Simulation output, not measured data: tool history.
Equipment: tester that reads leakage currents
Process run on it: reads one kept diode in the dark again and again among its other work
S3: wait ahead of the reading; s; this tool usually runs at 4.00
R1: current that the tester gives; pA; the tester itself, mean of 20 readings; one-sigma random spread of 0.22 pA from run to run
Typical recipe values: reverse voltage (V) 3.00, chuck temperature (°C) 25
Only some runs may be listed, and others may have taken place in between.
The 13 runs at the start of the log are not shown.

{"run": 14, "hour": 560.7, "reverse voltage (V)": 6.17, "chuck temperature (°C)": 21, "S3": 4.0, "R1": 88.47}
{"run": 15, "hour": 612.7, "reverse voltage (V)": 6.17, "chuck temperature (°C)": 21, "S3": 4.0, "R1": 88.64}
{"run": 16, "hour": 666.4, "reverse voltage (V)": 6.17, "chuck temperature (°C)": 21, "S3": 4.0, "R1": 88.46}
{"run": 17, "hour": 719.5, "reverse voltage (V)": 6.17, "chuck temperature (°C)": 36, "S3": 4.0, "R1": 328.55}
{"run": 18, "hour": 768.1, "reverse voltage (V)": 9.82, "chuck temperature (°C)": 25, "S3": 0.55, "R1": 166.77}
{"run": 19, "hour": 801.0, "reverse voltage (V)": 3.0, "chuck temperature (°C)": 46, "S3": 2.66, "R1": 525.46}
{"run": 20, "hour": 830.3, "reverse voltage (V)": 3.0, "chuck temperature (°C)": 46, "S3": 2.66, "R1": 526.12}
{"run": 21, "hour": 887.4, "reverse voltage (V)": 1.36, "chuck temperature (°C)": 36, "S3": 0.95, "R1": 148.76}
{"run": 22, "hour": 913.2, "reverse voltage (V)": 1.36, "chuck temperature (°C)": 36, "S3": 0.95, "R1": 148.14}
{"run": 23, "hour": 944.7, "reverse voltage (V)": 1.36, "chuck temperature (°C)": 36, "S3": 0.95, "R1": 147.73}
{"run": 24, "hour": 982.2, "reverse voltage (V)": 1.36, "chuck temperature (°C)": 36, "S3": 0.95, "R1": 148.57}
{"hour": 988.9, "done": "probe card cleaned and baked"}
{"run": 25, "hour": 1024.0, "reverse voltage (V)": 4.95, "chuck temperature (°C)": 40, "S3": 0.55, "R1": 419.42}
{"run": 26, "hour": 1048.0, "reverse voltage (V)": 18.44, "chuck temperature (°C)": 44, "S3": 0.55, "R1": 1184.11}
{"run": 27, "hour": 1104.3, "reverse voltage (V)": 18.44, "chuck temperature (°C)": 44, "S3": 0.55, "R1": 1178.4}
{"run": 28, "hour": 1147.3, "reverse voltage (V)": 4.06, "chuck temperature (°C)": 36, "S3": 4.0, "R1": 267.21}
{"hour": 1154.6, "done": "probe card cleaned and baked, once more"}
{"run": 29, "hour": 1190.6, "reverse voltage (V)": 4.06, "chuck temperature (°C)": 53, "S3": 0.4, "R1": 1073.18}
{"run": 30, "hour": 1236.3, "reverse voltage (V)": 5.53, "chuck temperature (°C)": 53, "S3": 0.4, "R1": 1253.38}
{"run": 31, "hour": 1289.6, "reverse voltage (V)": 3.0, "chuck temperature (°C)": 26, "S3": 4.0, "R1": 86.36}
{"run": 32, "hour": 1343.3, "reverse voltage (V)": 3.0, "chuck temperature (°C)": 26, "S3": 4.0, "R1": 86.45}
{"run": 33, "hour": 1377.2, "reverse voltage (V)": 3.0, "chuck temperature (°C)": 25, "S3": 1.41, "R1": 79.18}

For run 34, what comes out?
{"run": 34, "hour": 1433.4, "reverse voltage (V)": 7.34, "chuck temperature (°C)": 56, "S3": 0.39, "R1": "?"}

{"run 34": {"R1": 1850.7}}
On a tool with no hidden condition, and with the same random variation, this run would have come out at R1 1899.85 pA.
